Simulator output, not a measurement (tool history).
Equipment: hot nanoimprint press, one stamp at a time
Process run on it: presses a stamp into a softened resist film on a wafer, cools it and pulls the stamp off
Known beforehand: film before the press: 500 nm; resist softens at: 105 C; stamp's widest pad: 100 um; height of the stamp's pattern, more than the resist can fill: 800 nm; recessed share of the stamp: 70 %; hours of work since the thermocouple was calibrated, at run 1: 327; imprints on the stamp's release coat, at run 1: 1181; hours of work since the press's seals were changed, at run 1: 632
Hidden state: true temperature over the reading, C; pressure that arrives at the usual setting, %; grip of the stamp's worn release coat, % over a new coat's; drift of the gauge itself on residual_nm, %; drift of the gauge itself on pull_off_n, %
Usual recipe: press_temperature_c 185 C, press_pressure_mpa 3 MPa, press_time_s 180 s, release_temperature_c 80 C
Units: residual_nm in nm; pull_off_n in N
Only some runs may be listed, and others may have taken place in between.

run   hour  press_temperature_c  press_pressure_mpa  press_time_s  release_temperature_c  hours of work since the thermocouple was calibrated  imprints on the stamp's release coat  hours of work since the press's seals were changed  residual_nm  pull_off_n
  1      0                  185                   3           180                     80                                                  327                                  1181                                                 632        239.7         169
  2   12.1                  185                   3           180                     80                                                  337                                  1245                                                 641        240.5         168
  3   23.6                  185                   3           180                     80                                                  346                                  1305                                                 650          243         158
  4   50.2                  185                   3           180                     80                                                  367                                  1444                                                 671        241.7         168
  5   65.4                  176                   3           180                     80                                                  379                                  1523                                                 683        325.4         167
      90.5  -- stamp cleaned and given a new release coat
  6   97.2                  185                   3           336                     80                                                  399                                    35                                                 704        194.1         160
  7    109                  185                   3           336                     80                                                  409                                    96                                                 713        195.2         166
  8  133.9                  185                   3           165                     80                                                  428                                   226                                                 733        249.2         162
  9  145.8                  185                   3           180                     80                                                  438                                   289                                                 742        241.2         163
 10    163                  185                   3           180                     80                                                  451                                   378                                                 756        239.5         171
 11  179.4                  185                   3           180                     65                                                  464                                   464                                                 769          240         227
 12  190.4                  185                   3           180                     80                                                  473                                   521                                                 777        238.8         167
 13  206.2                  185                   3           180                     68                                                  485                                   604                                                 790        239.8         213
 14  232.5                  184                   3           180                     68                                                  506                                   741                                                 811        248.5         217
       260  -- press's hydraulic seals changed and the load cell set to zero
 15  262.6                  184                   3           180                     68                                                  523                                   857                                                   2        247.9         212
 16  280.7                  185                3.28           180                     79                                                  538                                   952                                                  16        227.8         165

What does the tool deliver on the next run?
     294.9  -- plate thermocouple calibrated
 17  296.2                  174                3.78           180                     80                                                    1                                  1017                                                  26            ?           ?

residual_nm: 312 nm
pull_off_n: 173 N
With the hidden condition absent and the run-to-run variation left alone, this run would have shown residual_nm 315.1 nm, pull_off_n 171 N.
